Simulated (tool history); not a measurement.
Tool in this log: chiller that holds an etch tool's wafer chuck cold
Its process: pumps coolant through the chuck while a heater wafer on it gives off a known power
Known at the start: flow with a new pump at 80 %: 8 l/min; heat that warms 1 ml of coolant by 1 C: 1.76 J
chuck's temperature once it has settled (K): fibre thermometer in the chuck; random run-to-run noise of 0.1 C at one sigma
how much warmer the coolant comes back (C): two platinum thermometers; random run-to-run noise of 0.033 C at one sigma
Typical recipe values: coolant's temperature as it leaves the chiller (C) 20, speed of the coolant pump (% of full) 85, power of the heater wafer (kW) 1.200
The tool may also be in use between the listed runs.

| run | hour | coolant's temperature as it leaves the chiller (C) | speed of the coolant pump (% of full) | power of the heater wafer (kW) | chuck's temperature once it has settled (K) | how much warmer the coolant comes back (C) |
|---|---|---|---|---|---|---|
| 1 | 0.0 | 20 | 85 | 1.200 | 302.15 | 5.19 |
| 2 | 103.6 | 20 | 85 | 1.200 | 302.05 | 5.15 |
| 3 | 212.2 | 20 | 85 | 1.200 | 302.15 | 5.12 |
| 4 | 318.8 | 20 | 85 | 1.200 | 302.25 | 5.12 |
| 5 | 412.8 | 20 | 85 | 1.200 | 302.15 | 5.17 |
| 6 | 482.0 | 20 | 85 | 1.200 | 302.45 | 5.15 |
| 7 | 593.5 | 20 | 85 | 1.200 | 302.45 | 5.20 |
| 8 | 716.5 | 20 | 85 | 1.200 | 302.25 | 5.14 |
| 9 | 840.8 | 20 | 85 | 1.200 | 302.45 | 5.22 |
| 10 | 950.6 | 20 | 85 | 1.200 | 302.45 | 5.21 |
| 11 | 1070.1 | 20 | 85 | 1.200 | 302.45 | 5.19 |
| 12 | 1184.4 | 20 | 85 | 1.200 | 302.35 | 5.21 |
| 13 | 1334.4 | 20 | 85 | 1.200 | 302.55 | 5.12 |
| 14 | 1444.6 | 20 | 85 | 1.200 | 302.75 | 5.19 |
| 15 | 1522.5 | 20 | 85 | 1.200 | 302.65 | 5.22 |
| 16 | 1639.8 | 15 | 85 | 1.200 | 297.55 | 5.24 |
| 17 | 1717.1 | 20 | 88 | 1.103 | 301.75 | 4.62 |
| 18 | 1854.3 | 20 | 88 | 1.103 | 301.65 | 4.64 |
| 19 | 1993.3 | 20 | 88 | 1.103 | 301.65 | 4.68 |
| 20 | 2101.7 | 26 | 66 | 1.692 | 316.65 | 9.91 |
| 21 | 2247.5 | 26 | 83 | 0.669 | 304.85 | 3.03 |
| 22 | 2369.4 | 28 | 85 | 1.118 | 310.35 | 4.91 |
| 23 | 2450.5 | 13 | 65 | 0.775 | 294.65 | 4.62 |
| 24 | 2587.4 | 13 | 65 | 0.775 | 294.65 | 4.69 |
| 25 | 2722.7 | 13 | 65 | 0.775 | 294.55 | 4.66 |
| 26 | 2808.8 | 20 | 82 | 1.369 | 304.85 | 6.32 |
| 27 | 2955.1 | 25 | 71 | 1.150 | 309.55 | 6.27 |
| 28 | 3030.2 | 24 | 91 | 0.947 | 304.65 | 3.96 |
| 29 | 3137.7 | 25 | 72 | 1.779 | 315.55 | 9.60 |
| 30 | 3276.9 | 25 | 72 | 1.779 | 315.65 | 9.63 |
| 31 | 3351.9 | 25 | 72 | 1.779 | 315.85 | 9.62 |

Here are 5 independent what-if runs from the current tool condition. What would each one return?
| A | 3419.5 | 20 | 77 | 1.594 | ? | ? |
| B | 3419.5 | 13 | 85 | 1.777 | ? | ? |
| C | 3419.5 | 22 | 87 | 1.123 | ? | ? |
| D | 3419.5 | 14 | 95 | 0.758 | ? | ? |
| E | 3419.5 | 29 | 69 | 1.454 | ? | ? |

| run | chuck's temperature once it has settled (K) | how much warmer the coolant comes back (C) |
|---|---|---|
| A | 308.05 | 8.05 |
| B | 301.05 | 8.01 |
| C | 304.45 | 4.92 |
| D | 292.95 | 2.95 |
| E | 317.35 | 8.33 |
Stripped of hidden state, with their random variation kept, the same runs would have yielded:
| run | chuck's temperature once it has settled (K) | how much warmer the coolant comes back (C) |
|---|---|---|
| A | 304.85 | 7.09 |
| B | 297.85 | 7.06 |
| C | 302.35 | 4.33 |
| D | 291.45 | 2.60 |
| E | 314.15 | 7.34 |
